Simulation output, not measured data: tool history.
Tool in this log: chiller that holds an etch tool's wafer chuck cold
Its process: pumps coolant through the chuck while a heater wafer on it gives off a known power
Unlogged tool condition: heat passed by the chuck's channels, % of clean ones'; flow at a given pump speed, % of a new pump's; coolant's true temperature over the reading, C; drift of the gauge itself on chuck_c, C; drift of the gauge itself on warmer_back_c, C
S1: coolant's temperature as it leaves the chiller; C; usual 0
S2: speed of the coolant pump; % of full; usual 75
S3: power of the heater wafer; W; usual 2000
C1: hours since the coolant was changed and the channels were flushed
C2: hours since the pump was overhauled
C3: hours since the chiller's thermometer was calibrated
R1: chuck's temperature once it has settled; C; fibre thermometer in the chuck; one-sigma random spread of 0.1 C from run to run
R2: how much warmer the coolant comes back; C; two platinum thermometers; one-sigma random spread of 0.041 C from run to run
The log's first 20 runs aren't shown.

run 21 hour=1381.2 | S1=-3 S2=66 S3=1972 | C1=4945 C2=428 C3=1101 | R1=19.6 R2=11.04
run 22 hour=1446.1 | S1=-3 S2=66 S3=1972 | C1=5010 C2=493 C3=1166 | R1=19.6 R2=11.03
run 23 hour=1511 | S1=5 S2=67 S3=1972 | C1=5075 C2=558 C3=1231 | R1=27.4 R2=10.92
run 24 hour=1570.6 | S1=7 S2=72 S3=1974 | C1=5134 C2=618 C3=1290 | R1=27.9 R2=10.07
run 25 hour=1623.5 | S1=7 S2=72 S3=1974 | C1=5187 C2=671 C3=1343 | R1=27.9 R2=10.11
run 26 hour=1680.6 | S1=7 S2=72 S3=1974 | C1=5244 C2=728 C3=1400 | R1=28.2 R2=10.1
run 27 hour=1739.6 | S1=9 S2=96 S3=2000 | C1=5303 C2=787 C3=1459 | R1=25 R2=7.45
run 28 hour=1789.3 | S1=9 S2=96 S3=2000 | C1=5353 C2=836 C3=1509 | R1=25.2 R2=7.45
run 29 hour=1873.6 | S1=5 S2=96 S3=2000 | C1=5437 C2=921 C3=1593 | R1=21.2 R2=7.46
run 30 hour=1919 | S1=7 S2=84 S3=2815 | C1=5483 C2=966 C3=1639 | R1=33.1 R2=12.18
run 31 hour=1994.3 | S1=7 S2=84 S3=2815 | C1=5558 C2=1041 C3=1714 | R1=33.1 R2=12.3
run 32 hour=2075.6 | S1=5 S2=84 S3=1756 | C1=5639 C2=1123 C3=1795 | R1=21.4 R2=7.62

Below are 3 alternative next runs, each starting from the tool's condition after run 32. Predict each:
-- hour=2133.2 coolant changed, channels flushed
run A hour=2151.4 | S1=5 S2=76 S3=1756 | C1=18 C2=1193 C3=1865 | R1=? R2=?
-- hour=2133.2 coolant changed, channels flushed
run B hour=2151.4 | S1=0 S2=75 S3=1830 | C1=18 C2=1193 C3=1865 | R1=? R2=?
-- hour=2133.2 coolant changed, channels flushed
run C hour=2151.4 | S1=2 S2=77 S3=1179 | C1=18 C2=1193 C3=1865 | R1=? R2=?

run=A R1=22.1 R2=8.52
run=B R1=18.1 R2=9.04
run=C R1=13.4 R2=5.62
Without the tool's hidden state the same runs would have given:
run=A R1=21.3 R2=8.21
run=B R1=17.3 R2=8.7
run=C R1=12.8 R2=5.4
